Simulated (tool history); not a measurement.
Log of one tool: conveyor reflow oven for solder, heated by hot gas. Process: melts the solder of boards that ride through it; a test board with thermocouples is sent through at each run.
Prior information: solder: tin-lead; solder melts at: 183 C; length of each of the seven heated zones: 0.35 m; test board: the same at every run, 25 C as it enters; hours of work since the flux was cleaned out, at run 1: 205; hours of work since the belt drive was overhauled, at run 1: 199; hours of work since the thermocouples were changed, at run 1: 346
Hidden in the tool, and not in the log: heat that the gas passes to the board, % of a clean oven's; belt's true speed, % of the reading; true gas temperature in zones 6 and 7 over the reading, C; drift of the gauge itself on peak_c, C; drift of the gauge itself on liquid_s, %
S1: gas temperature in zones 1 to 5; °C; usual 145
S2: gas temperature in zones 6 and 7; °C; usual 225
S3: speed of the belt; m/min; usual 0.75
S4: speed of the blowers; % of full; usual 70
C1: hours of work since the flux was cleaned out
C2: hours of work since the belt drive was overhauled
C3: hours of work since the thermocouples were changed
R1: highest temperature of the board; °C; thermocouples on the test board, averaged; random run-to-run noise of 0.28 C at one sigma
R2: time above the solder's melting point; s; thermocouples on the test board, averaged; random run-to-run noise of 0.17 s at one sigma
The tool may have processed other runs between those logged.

Run 1, day 0: usual settings; C1 205; C2 199; C3 346. Result: R1 207.4 °C, R2 37.3 s.
Run 2, day 0.496: usual settings; C1 211; C2 206; C3 353. Result: R1 206.6 °C, R2 37 s.
Run 3, day 1.225: usual settings but S2 237 °C; C1 221; C2 215; C3 362. Result: R1 217.6 °C, R2 43.9 s.
Run 4, day 2.054: usual settings but S2 237 °C; C1 232; C2 226; C3 373. Result: R1 216.9 °C, R2 43.7 s.
Run 5, day 2.4: usual settings but S2 237 °C; C1 236; C2 231; C3 378. Result: R1 217 °C, R2 43.4 s.
Run 6, day 2.983: usual settings but S4 74 % of full; C1 244; C2 239; C3 385. Result: R1 208.2 °C, R2 38.1 s.
Run 7, day 3.608: usual settings but S4 74 % of full; C1 252; C2 247; C3 394. Result: R1 208 °C, R2 37.5 s.
Run 8, day 4.338: usual settings but S2 221 °C; C1 262; C2 256; C3 403. Result: R1 203.9 °C, R2 34.2 s.
Run 9, day 4.825: usual settings but S4 65 % of full; C1 268; C2 263; C3 410. Result: R1 205.9 °C, R2 35.8 s.
Run 10, day 5.521: usual settings but S4 65 % of full; C1 277; C2 272; C3 419. Result: R1 206.2 °C, R2 35.7 s.
Run 11, day 6.267: usual settings but S1 150 °C, S2 239 °C, S3 0.661 m/min; C1 287; C2 282; C3 429. Result: R1 223.6 °C, R2 55.4 s.
Run 12, day 6.621: usual settings but S2 218 °C; C1 292; C2 286; C3 433. Result: R1 200.9 °C, R2 32.1 s.
Run 13, day 7.142: usual settings but S2 223 °C; C1 299; C2 293; C3 440. Result: R1 205.5 °C, R2 35.3 s.
Run 14, day 7.779: usual settings but S1 146 °C, S2 220 °C, S3 0.803 m/min; C1 307; C2 302; C3 448. Result: R1 200.6 °C, R2 28.9 s.
Run 15, day 8.192: usual settings but S1 146 °C, S2 220 °C, S3 0.803 m/min; C1 312; C2 307; C3 454. Result: R1 201.1 °C, R2 29.3 s.
Run 16, day 8.642: usual settings but S1 136 °C, S3 0.766 m/min, S4 80 % of full; C1 318; C2 313; C3 460. Result: R1 206.2 °C, R2 33 s.
Run 17, day 9.342: usual settings but S1 136 °C, S3 0.766 m/min, S4 80 % of full; C1 327; C2 322; C3 469. Result: R1 206.5 °C, R2 33 s.
Run 18, day 9.688: usual settings but S1 153 °C, S2 231 °C, S3 0.865 m/min, S4 80 % of full; C1 332; C2 327; C3 473. Result: R1 211.1 °C, R2 36.3 s.
Run 19, day 10.033: usual settings but S1 154 °C, S2 229 °C, S3 0.71 m/min, S4 80 % of full; C1 337; C2 331; C3 478. Result: R1 214.9 °C, R2 48.4 s.
Run 20, day 10.617: usual settings but S1 148 °C, S2 238 °C, S3 0.6 m/min, S4 86 % of full; C1 344; C2 339; C3 486. Result: R1 227.3 °C, R2 62.7 s.

Below are 3 alternative next runs, each starting from the tool's condition after run 20. Predict each:
Run A, day 11.362: usual settings but S1 156 °C, S2 238 °C, S3 0.6 m/min, S4 76 % of full; C1 354; C2 349; C3 495. Result: R1 ?, R2 ?.
Run B, day 11.362: usual settings but S1 159 °C, S3 0.649 m/min; C1 354; C2 349; C3 495. Result: R1 ?, R2 ?.
Run C, day 11.362: usual settings but S3 0.636 m/min; C1 354; C2 349; C3 495. Result: R1 ?, R2 ?.

run     R1    R2
  A  226.6  65.1
  B    213  54.2
  C  210.7  48.3
With the hidden condition removed and each run's random variation left untouched, the same runs would have given:
run     R1    R2
  A    229  65.8
  B  215.3  55.4
  C  213.1    50
